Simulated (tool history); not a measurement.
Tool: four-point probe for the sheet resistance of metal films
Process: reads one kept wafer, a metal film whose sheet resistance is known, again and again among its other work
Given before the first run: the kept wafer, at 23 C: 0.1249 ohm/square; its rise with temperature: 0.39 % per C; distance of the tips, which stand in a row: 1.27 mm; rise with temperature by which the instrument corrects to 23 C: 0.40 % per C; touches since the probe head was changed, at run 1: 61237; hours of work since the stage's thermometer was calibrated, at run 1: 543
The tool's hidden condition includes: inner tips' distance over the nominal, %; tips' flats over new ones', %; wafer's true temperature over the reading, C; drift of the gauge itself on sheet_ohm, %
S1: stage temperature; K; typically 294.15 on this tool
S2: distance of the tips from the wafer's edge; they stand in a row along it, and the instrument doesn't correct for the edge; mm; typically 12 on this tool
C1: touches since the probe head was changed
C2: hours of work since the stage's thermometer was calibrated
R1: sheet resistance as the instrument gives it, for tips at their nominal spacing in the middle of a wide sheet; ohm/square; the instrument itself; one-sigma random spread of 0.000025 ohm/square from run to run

run 1 hour=0 | S1=294.15 S2=12 | C1=61237 C2=543 | R1=0.125914
run 2 hour=22.5 | S1=294.15 S2=12 | C1=62093 C2=554 | R1=0.125974
run 3 hour=50.8 | S1=294.15 S2=12 | C1=63173 C2=567 | R1=0.125916
run 4 hour=79.3 | S1=294.15 S2=12 | C1=64261 C2=580 | R1=0.125943
run 5 hour=114.7 | S1=306.15 S2=12 | C1=65611 C2=597 | R1=0.12574
run 6 hour=138.7 | S1=294.15 S2=32 | C1=66525 C2=608 | R1=0.125246
run 7 hour=155.9 | S1=294.15 S2=12 | C1=67182 C2=616 | R1=0.125916
run 8 hour=181.7 | S1=294.15 S2=12 | C1=68163 C2=628 | R1=0.125905
run 9 hour=200.5 | S1=294.15 S2=12 | C1=68880 C2=636 | R1=0.125905
run 10 hour=230.9 | S1=294.15 S2=12 | C1=70041 C2=650 | R1=0.125935
run 11 hour=267.9 | S1=299.15 S2=12 | C1=71450 C2=667 | R1=0.125835
run 12 hour=295.8 | S1=299.15 S2=12 | C1=72515 C2=680 | R1=0.12586
run 13 hour=329.4 | S1=299.15 S2=12 | C1=73797 C2=696 | R1=0.125793
run 14 hour=365.7 | S1=299.15 S2=12 | C1=75180 C2=713 | R1=0.125836
run 15 hour=402.9 | S1=294.15 S2=12 | C1=76599 C2=730 | R1=0.125887
run 16 hour=421.8 | S1=294.15 S2=12 | C1=77318 C2=739 | R1=0.125868
run 17 hour=443.2 | S1=296.15 S2=12 | C1=78136 C2=749 | R1=0.125869
run 18 hour=477.8 | S1=294.15 S2=12 | C1=79452 C2=765 | R1=0.125861
run 19 hour=505.4 | S1=294.15 S2=12 | C1=80504 C2=777 | R1=0.125923
run 20 hour=535.4 | S1=294.15 S2=12 | C1=81648 C2=791 | R1=0.125955
run 21 hour=562.5 | S1=294.15 S2=12 | C1=82681 C2=804 | R1=0.125881
run 22 hour=598.3 | S1=294.15 S2=63 | C1=84047 C2=820 | R1=0.12514
run 23 hour=630.8 | S1=294.15 S2=63 | C1=85288 C2=835 | R1=0.125192
run 24 hour=666.5 | S1=294.15 S2=11 | C1=86648 C2=852 | R1=0.126068
run 25 hour=693.1 | S1=294.15 S2=11 | C1=87660 C2=864 | R1=0.126
run 26 hour=720.9 | S1=307.15 S2=4 | C1=88722 C2=877 | R1=0.131314
run 27 hour=739.7 | S1=294.15 S2=48 | C1=89438 C2=886 | R1=0.12515
run 28 hour=763.9 | S1=295.15 S2=7 | C1=90363 C2=897 | R1=0.127296
run 29 hour=785.3 | S1=295.15 S2=7 | C1=91178 C2=907 | R1=0.127319
run 30 hour=823.5 | S1=295.15 S2=7 | C1=92634 C2=925 | R1=0.127275
run 31 hour=861.7 | S1=293.15 S2=25 | C1=94089 C2=942 | R1=0.125285
run 32 hour=882.8 | S1=294.15 S2=44 | C1=94893 C2=952 | R1=0.125218
run 33 hour=900.7 | S1=302.15 S2=72 | C1=95578 C2=960 | R1=0.124977
run 34 hour=919.2 | S1=302.15 S2=72 | C1=96280 C2=969 | R1=0.125005
run 35 hour=936.3 | S1=296.15 S2=66 | C1=96932 C2=977 | R1=0.12512
run 36 hour=959.1 | S1=298.15 S2=7 | C1=97803 C2=987 | R1=0.12724
run 37 hour=983 | S1=292.15 S2=10 | C1=98714 C2=998 | R1=0.126198
run 38 hour=1020.7 | S1=301.15 S2=4 | C1=100151 C2=1016 | R1=0.13146
run 39 hour=1049.3 | S1=301.15 S2=4 | C1=101243 C2=1029 | R1=0.131353
run 40 hour=1072.1 | S1=295.15 S2=19 | C1=102111 C2=1040 | R1=0.125425
run 41 hour=1105.8 | S1=299.15 S2=14 | C1=103395 C2=1055 | R1=0.12561
run 42 hour=1144.2 | S1=304.15 S2=41 | C1=104859 C2=1073 | R1=0.125018
run 43 hour=1165.9 | S1=307.15 S2=12 | C1=105689 C2=1083 | R1=0.12562

Branching from run 43: 4 alternative next runs. What would each branch give?
run A hour=1182.6 | S1=294.15 S2=26 | C1=106324 C2=1091 | R1=?
run B hour=1182.6 | S1=296.15 S2=12 | C1=106324 C2=1091 | R1=?
run C hour=1182.6 | S1=295.15 S2=7 | C1=106324 C2=1091 | R1=?
run D hour=1182.6 | S1=297.15 S2=66 | C1=106324 C2=1091 | R1=?

run=A R1=0.125263
run=B R1=0.125795
run=C R1=0.127294
run=D R1=0.125094
Take away the tool's hidden state, keep each run's random variation, and the runs would have read:
run=A R1=0.125082
run=B R1=0.125616
run=C R1=0.127112
run=D R1=0.124917

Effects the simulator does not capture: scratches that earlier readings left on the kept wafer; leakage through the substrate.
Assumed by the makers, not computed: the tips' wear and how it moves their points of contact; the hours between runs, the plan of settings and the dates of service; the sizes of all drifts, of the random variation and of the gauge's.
